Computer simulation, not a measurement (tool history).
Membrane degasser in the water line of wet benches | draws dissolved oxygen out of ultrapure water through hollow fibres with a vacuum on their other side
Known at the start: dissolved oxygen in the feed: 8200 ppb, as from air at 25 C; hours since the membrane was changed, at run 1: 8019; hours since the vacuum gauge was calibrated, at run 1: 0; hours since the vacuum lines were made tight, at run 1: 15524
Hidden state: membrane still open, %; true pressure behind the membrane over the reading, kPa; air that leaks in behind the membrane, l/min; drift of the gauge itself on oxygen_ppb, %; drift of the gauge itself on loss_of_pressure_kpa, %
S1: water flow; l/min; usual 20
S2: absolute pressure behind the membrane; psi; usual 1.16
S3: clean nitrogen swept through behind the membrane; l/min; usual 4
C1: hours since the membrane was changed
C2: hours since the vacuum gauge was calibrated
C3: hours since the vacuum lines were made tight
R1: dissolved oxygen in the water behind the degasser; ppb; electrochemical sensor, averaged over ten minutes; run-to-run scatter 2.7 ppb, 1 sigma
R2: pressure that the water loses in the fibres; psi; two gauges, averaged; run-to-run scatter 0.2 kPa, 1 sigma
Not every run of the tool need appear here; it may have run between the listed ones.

{"run": 1, "hour": 0.0, "S1": 20, "S2": 1.16, "S3": 4, "C1": 8019, "C2": 0, "C3": 15524, "R1": 306.5, "R2": 6.886}
{"run": 2, "hour": 176.2, "S1": 17, "S2": 1.16, "S3": 4, "C1": 8195, "C2": 176, "C3": 15700, "R1": 208.2, "R2": 5.897}
{"run": 3, "hour": 348.0, "S1": 27, "S2": 1.16, "S3": 4, "C1": 8367, "C2": 348, "C3": 15872, "R1": 592.8, "R2": 9.31}
{"run": 4, "hour": 600.7, "S1": 27, "S2": 1.16, "S3": 4, "C1": 8620, "C2": 601, "C3": 16124, "R1": 594.6, "R2": 9.385}
{"hour": 643.0, "done": "seals of the vacuum lines changed"}
{"run": 5, "hour": 926.6, "S1": 27, "S2": 1.16, "S3": 4, "C1": 8944, "C2": 925, "C3": 284, "R1": 591.5, "R2": 9.406}
{"run": 6, "hour": 1114.5, "S1": 27, "S2": 1.16, "S3": 4, "C1": 9132, "C2": 1112, "C3": 471, "R1": 594, "R2": 9.406}
{"run": 7, "hour": 1413.6, "S1": 23, "S2": 1.16, "S3": 4, "C1": 9431, "C2": 1412, "C3": 771, "R1": 431.2, "R2": 7.992}
{"run": 8, "hour": 1710.1, "S1": 20, "S2": 1.545, "S3": 4, "C1": 9727, "C2": 1708, "C3": 1067, "R1": 354.8, "R2": 7.004}
{"run": 9, "hour": 1954.7, "S1": 21, "S2": 1.16, "S3": 4, "C1": 9972, "C2": 1953, "C3": 1312, "R1": 352.2, "R2": 7.33}
{"run": 10, "hour": 2230.0, "S1": 20, "S2": 1.16, "S3": 4, "C1": 10247, "C2": 2228, "C3": 1587, "R1": 317.2, "R2": 6.986}
{"run": 11, "hour": 2406.2, "S1": 20, "S2": 1.16, "S3": 4, "C1": 10423, "C2": 2404, "C3": 1763, "R1": 322.9, "R2": 6.936}
{"run": 12, "hour": 2624.1, "S1": 20, "S2": 1.16, "S3": 4, "C1": 10641, "C2": 2622, "C3": 1981, "R1": 320.2, "R2": 7.043}
{"run": 13, "hour": 2912.2, "S1": 25, "S2": 1.16, "S3": 4, "C1": 10929, "C2": 2910, "C3": 2269, "R1": 525.3, "R2": 8.841}
{"run": 14, "hour": 3144.0, "S1": 25, "S2": 1.16, "S3": 4, "C1": 11161, "C2": 3142, "C3": 2501, "R1": 530.2, "R2": 8.77}
{"run": 15, "hour": 3301.1, "S1": 25, "S2": 1.16, "S3": 4, "C1": 11318, "C2": 3299, "C3": 2658, "R1": 517.9, "R2": 8.756}
{"run": 16, "hour": 3601.1, "S1": 20, "S2": 2.044, "S3": 4.91, "C1": 11618, "C2": 3599, "C3": 2958, "R1": 375.8, "R2": 7.04}
{"run": 17, "hour": 3847.0, "S1": 19, "S2": 1.314, "S3": 4, "C1": 11864, "C2": 3845, "C3": 3204, "R1": 301.1, "R2": 6.686}
{"run": 18, "hour": 4159.0, "S1": 19, "S2": 1.314, "S3": 4, "C1": 12176, "C2": 4157, "C3": 3516, "R1": 306.8, "R2": 6.715}
{"run": 19, "hour": 4414.0, "S1": 19, "S2": 1.314, "S3": 4, "C1": 12431, "C2": 4412, "C3": 3771, "R1": 302.1, "R2": 6.683}
{"run": 20, "hour": 4625.3, "S1": 16, "S2": 1.63, "S3": 3.44, "C1": 12643, "C2": 4623, "C3": 3982, "R1": 232.6, "R2": 5.691}
{"run": 21, "hour": 4960.2, "S1": 16, "S2": 1.63, "S3": 3.44, "C1": 12977, "C2": 4958, "C3": 4317, "R1": 233.7, "R2": 5.759}

Run 22 has not been measured yet. What should we expect?
{"run": 22, "hour": 5218.6, "S1": 16, "S2": 1.096, "S3": 3.44, "C1": 13236, "C2": 5217, "C3": 4576, "R1": "?", "R2": "?"}

{"run 22": {"R1": 194.4, "R2": 5.755}}
The same run, on a tool lacking any hidden state, would have yielded R1 153.5 ppb, R2 5.329 psi.
